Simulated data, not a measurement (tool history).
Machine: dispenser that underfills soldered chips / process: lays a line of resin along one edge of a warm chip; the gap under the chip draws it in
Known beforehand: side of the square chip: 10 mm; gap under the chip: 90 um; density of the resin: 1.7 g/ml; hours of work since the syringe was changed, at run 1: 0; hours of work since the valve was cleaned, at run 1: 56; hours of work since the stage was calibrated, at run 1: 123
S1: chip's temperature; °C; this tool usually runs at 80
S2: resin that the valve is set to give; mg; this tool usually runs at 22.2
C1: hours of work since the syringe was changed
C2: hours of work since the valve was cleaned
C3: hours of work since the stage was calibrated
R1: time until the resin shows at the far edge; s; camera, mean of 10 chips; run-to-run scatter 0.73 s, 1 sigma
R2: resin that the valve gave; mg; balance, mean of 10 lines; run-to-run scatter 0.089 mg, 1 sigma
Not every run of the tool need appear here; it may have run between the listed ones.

run   hour  S1    S2  C1  C2   C3     R1     R2
  1    0.0  80  22.2   0  56  123   67.6  21.67
  2    3.6  80  28.7   3  58  126   80.5  28.07
       9.1  -- new syringe of resin
  3    9.3  74  22.2   0  63  130   81.1  21.49
      12.6  -- dispensing valve cleaned and set on the balance
  4   13.2  80  22.2   2   0  132   75.5  22.26
      19.4  -- new syringe of resin
  5   20.1  80  22.2   1   6  137   66.8  22.04
  6   26.7  94  22.2   6  10  142   60.6  22.06
      28.9  -- new syringe of resin
  7   31.1  94  22.2   2  14  145   47.0  22.09
  8   36.5  94  22.2   6  18  149   61.8  22.01
      38.1  -- new syringe of resin
  9   41.5  80  22.2   3  21  153   77.2  21.98
 10   45.8  80  22.2   6  25  156   94.9  21.90
      47.6  -- new syringe of resin
 11   50.7  80  22.2   2  28  160   74.4  21.99
 12   54.7  80  22.2   5  31  163   93.8  21.80
      56.8  -- new syringe of resin
 13   60.2  77  28.8   3  35  167   81.7  28.27
 14   63.2  91  25.7   5  37  169   62.9  25.27
      66.0  -- new syringe of resin
 15   69.8  76  22.2   3  42  174   90.4  21.87
 16   73.9  76  22.2   6  45  177  111.5  21.80
      75.3  -- new syringe of resin
 17   77.3  90  22.8   2  48  179   51.3  22.39
 18   84.0  68  22.8   7  53  184  156.1  22.22
      84.7  -- new syringe of resin
 19   87.0  68  22.8   2  55  186  105.4  22.20
 20   91.0  88  21.6   5  58  189   67.6  20.97
      94.4  -- new syringe of resin
 21   94.5  88  22.3   0  60  192   49.2  21.55
 22   98.6  76  26.6   3  63  195   90.5  25.84
     101.0  -- dispensing valve cleaned and set on the balance
 23  102.5  80  27.6   5   1  197   89.7  27.68

What differs in the tool's unlogged condition from the final listed run ahead of each entry between runs to the first listed run following it?
In the gap between runs 2 and 3: new syringe of resin (hour 9.1)
  resin's viscosity, % of fresh resin's: 125.1 -> 101.8; dose that the valve gives, % of what is set: 97.33 -> 97.13; true chip temperature over the reading, C: 0.94 -> 0.97
  the result without the hidden state subtracted from the measured one, R1: +14.1 -> -0.8 s; R2: -0.78 -> -0.64 mg
In the gap between runs 3 and 4: dispensing valve cleaned and set on the balance (hour 12.6)
  resin's viscosity, % of fresh resin's: 101.8 -> 118.3; dose that the valve gives, % of what is set: 97.13 -> 100.04; true chip temperature over the reading, C: 0.97 -> 0.98
  the result without the hidden state subtracted from the measured one, R1: -0.8 -> +9.6 s; R2: -0.64 -> +0.01 mg
In the gap between runs 4 and 5: new syringe of resin (hour 19.4)
  resin's viscosity, % of fresh resin's: 118.3 -> 104.9; dose that the valve gives, % of what is set: 100.04 -> 99.83; true chip temperature over the reading, C: 0.98 -> 1.01
  the result without the hidden state subtracted from the measured one, R1: +9.6 -> +0.9 s; R2: +0.01 -> -0.04 mg
In the gap between runs 6 and 7: new syringe of resin (hour 28.9)
  resin's viscosity, % of fresh resin's: 148.2 -> 112.3; dose that the valve gives, % of what is set: 99.59 -> 99.45; true chip temperature over the reading, C: 1.04 -> 1.06
  the result without the hidden state subtracted from the measured one, R1: +18.4 -> +3.8 s; R2: -0.09 -> -0.12 mg
In the gap between runs 8 and 9: new syringe of resin (hour 38.1)
  resin's viscosity, % of fresh resin's: 149.5 -> 120.3; dose that the valve gives, % of what is set: 99.25 -> 99.09; true chip temperature over the reading, C: 1.08 -> 1.11
  the result without the hidden state subtracted from the measured one, R1: +19.1 -> +10.7 s; R2: -0.17 -> -0.20 mg
In the gap between runs 10 and 11: new syringe of resin (hour 47.6)
  resin's viscosity, % of fresh resin's: 151.4 -> 118.2; dose that the valve gives, % of what is set: 98.94 -> 98.77; true chip temperature over the reading, C: 1.13 -> 1.15
  the result without the hidden state subtracted from the measured one, R1: +29.9 -> +9.2 s; R2: -0.24 -> -0.27 mg
In the gap between runs 12 and 13: new syringe of resin (hour 56.8)
  resin's viscosity, % of fresh resin's: 146.1 -> 120.6; dose that the valve gives, % of what is set: 98.63 -> 98.46; true chip temperature over the reading, C: 1.16 -> 1.19
  the result without the hidden state subtracted from the measured one, R1: +27.1 -> +11.2 s; R2: -0.31 -> -0.44 mg
In the gap between runs 14 and 15: new syringe of resin (hour 66.0)
  resin's viscosity, % of fresh resin's: 141.5 -> 122.7; dose that the valve gives, % of what is set: 98.36 -> 98.12; true chip temperature over the reading, C: 1.2 -> 1.23
  the result without the hidden state subtracted from the measured one, R1: +16.8 -> +13.8 s; R2: -0.43 -> -0.42 mg
In the gap between runs 16 and 17: new syringe of resin (hour 75.3)
  resin's viscosity, % of fresh resin's: 152.7 -> 111.9; dose that the valve gives, % of what is set: 97.97 -> 97.86; true chip temperature over the reading, C: 1.25 -> 1.27
  the result without the hidden state subtracted from the measured one, R1: +35.6 -> +3.8 s; R2: -0.45 -> -0.49 mg
In the gap between runs 18 and 19: new syringe of resin (hour 84.7)
  resin's viscosity, % of fresh resin's: 159.1 -> 111.1; dose that the valve gives, % of what is set: 97.65 -> 97.56; true chip temperature over the reading, C: 1.29 -> 1.31
  the result without the hidden state subtracted from the measured one, R1: +53.6 -> +6.4 s; R2: -0.53 -> -0.56 mg
In the gap between runs 20 and 21: new syringe of resin (hour 94.4)
  resin's viscosity, % of fresh resin's: 136.6 -> 100.7; dose that the valve gives, % of what is set: 97.42 -> 97.31; true chip temperature over the reading, C: 1.33 -> 1.34
  the result without the hidden state subtracted from the measured one, R1: +16.3 -> -1.6 s; R2: -0.55 -> -0.59 mg
In the gap between runs 22 and 23: dispensing valve cleaned and set on the balance (hour 101.0)
  resin's viscosity, % of fresh resin's: 125.6 -> 146.1; dose that the valve gives, % of what is set: 97.17 -> 100.16; true chip temperature over the reading, C: 1.37 -> 1.38
  the result without the hidden state subtracted from the measured one, R1: +15.2 -> +25.4 s; R2: -0.75 -> +0.05 mg
